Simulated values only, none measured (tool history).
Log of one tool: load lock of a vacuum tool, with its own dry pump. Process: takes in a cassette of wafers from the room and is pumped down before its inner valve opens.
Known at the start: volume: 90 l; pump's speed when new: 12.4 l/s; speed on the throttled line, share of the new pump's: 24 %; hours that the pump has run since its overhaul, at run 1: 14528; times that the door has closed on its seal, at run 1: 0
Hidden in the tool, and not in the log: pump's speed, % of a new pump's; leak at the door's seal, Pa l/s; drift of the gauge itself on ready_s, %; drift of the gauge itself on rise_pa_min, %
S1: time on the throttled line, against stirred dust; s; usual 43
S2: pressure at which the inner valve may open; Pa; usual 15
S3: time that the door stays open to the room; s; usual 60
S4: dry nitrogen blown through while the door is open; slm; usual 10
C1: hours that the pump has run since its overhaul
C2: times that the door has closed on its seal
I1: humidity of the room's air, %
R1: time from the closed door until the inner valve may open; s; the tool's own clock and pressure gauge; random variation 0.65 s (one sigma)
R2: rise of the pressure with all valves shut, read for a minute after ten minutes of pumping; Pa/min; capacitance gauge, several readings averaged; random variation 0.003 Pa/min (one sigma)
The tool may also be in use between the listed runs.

| run | hour | S1 | S2 | S3 | S4 | C1 | C2 | I1 | R1 | R2 |
|---|---|---|---|---|---|---|---|---|---|---|
| 1 | 0.0 | 43 | 15 | 60 | 10 | 14528 | 0 | 43.7 | 103.9 | 0.012 |
| 2 | 582.2 | 43 | 15 | 60 | 10 | 15110 | 2544 | 48.5 | 103.0 | 0.031 |
| 3 | 1152.9 | 43 | 13 | 60 | 10 | 15681 | 5037 | 41.1 | 105.4 | 0.049 |
| 4 | 1441.4 | 43 | 15 | 60 | 10 | 15969 | 6298 | 43.5 | 104.8 | 0.055 |
| 5 | 2002.3 | 43 | 15 | 34 | 10 | 16530 | 8748 | 45.1 | 105.7 | 0.079 |
| 6 | 2357.8 | 43 | 13 | 34 | 10 | 16886 | 10302 | 45.7 | 106.6 | 0.095 |
| 7 | 2617.5 | 43 | 13 | 34 | 10 | 17146 | 11437 | 40.6 | 107.1 | 0.110 |
| 8 | 3001.1 | 43 | 15 | 60 | 10 | 17529 | 13112 | 45.3 | 105.2 | 0.130 |
| 9 | 3256.3 | 43 | 15 | 60 | 10 | 17784 | 14227 | 45.6 | 104.2 | 0.150 |
| 10 | 3565.7 | 43 | 15 | 60 | 10 | 18094 | 15579 | 43.9 | 106.1 | 0.158 |
| 11 | 4057.0 | 43 | 15 | 51 | 10 | 18585 | 17726 | 46.7 | 107.1 | 0.201 |
| 12 | 4577.9 | 43 | 15 | 60 | 10 | 19106 | 20002 | 44.7 | 105.9 | 0.237 |
| 13 | 4937.4 | 43 | 24 | 60 | 21 | 19465 | 21572 | 44.2 | 102.8 | 0.255 |
|  | 5120.0 | dry pump taken out, an overhauled one fitted |
| 14 | 5520.4 | 52 | 16 | 60 | 10 | 400 | 24093 | 44.8 | 104.0 | 0.307 |
| 15 | 6093.6 | 52 | 16 | 60 | 10 | 974 | 26598 | 45.0 | 104.2 | 0.358 |
| 16 | 6488.6 | 63 | 16 | 87 | 17 | 1369 | 28323 | 45.0 | 112.1 | 0.386 |
| 17 | 7080.1 | 22 | 12 | 54 | 10 | 1960 | 30908 | 47.7 | 83.4 | 0.440 |
| 18 | 7427.3 | 43 | 15 | 29 | 10 | 2307 | 32425 | 46.1 | 98.5 | 0.485 |
| 19 | 7818.8 | 43 | 15 | 29 | 10 | 2699 | 34136 | 46.1 | 98.2 | 0.528 |
|  | 8122.3 | door's seal changed, seat wiped |
| 20 | 8172.9 | 43 | 15 | 49 | 8 | 3051 | 221 | 44.2 | 99.4 | 0.017 |
| 21 | 8662.6 | 43 | 15 | 49 | 17 | 3541 | 2360 | 41.5 | 99.2 | 0.022 |
| 22 | 9007.0 | 43 | 15 | 49 | 17 | 3885 | 3865 | 44.0 | 98.7 | 0.030 |
| 23 | 9512.9 | 43 | 11 | 199 | 17 | 4391 | 6076 | 43.0 | 101.4 | 0.057 |
| 24 | 10029.4 | 29 | 24 | 60 | 5 | 4908 | 8332 | 45.2 | 85.5 | 0.074 |

Hidden state at the last listed run before each entry between runs and at the first one after, where it differs:
Between runs 13 and 14: dry pump taken out, an overhauled one fitted (hour 5120.0)
  pump's speed, % of a new pump's: 84.3 -> 98.5; leak at the door's seal, Pa l/s: 0.3759 -> 0.4415
  measured less the result without the state, R1: +9.4 -> +0.8 s; R2: +0.249 -> +0.289 Pa/min
Between runs 19 and 20: door's seal changed, seat wiped (hour 8122.3)
  pump's speed, % of a new pump's: 96.7 -> 96.4; leak at the door's seal, Pa l/s: 0.7726 -> 0.0028
  measured less the result without the state, R1: +1.8 -> +2.0 s; R2: +0.516 -> +0.001 Pa/min
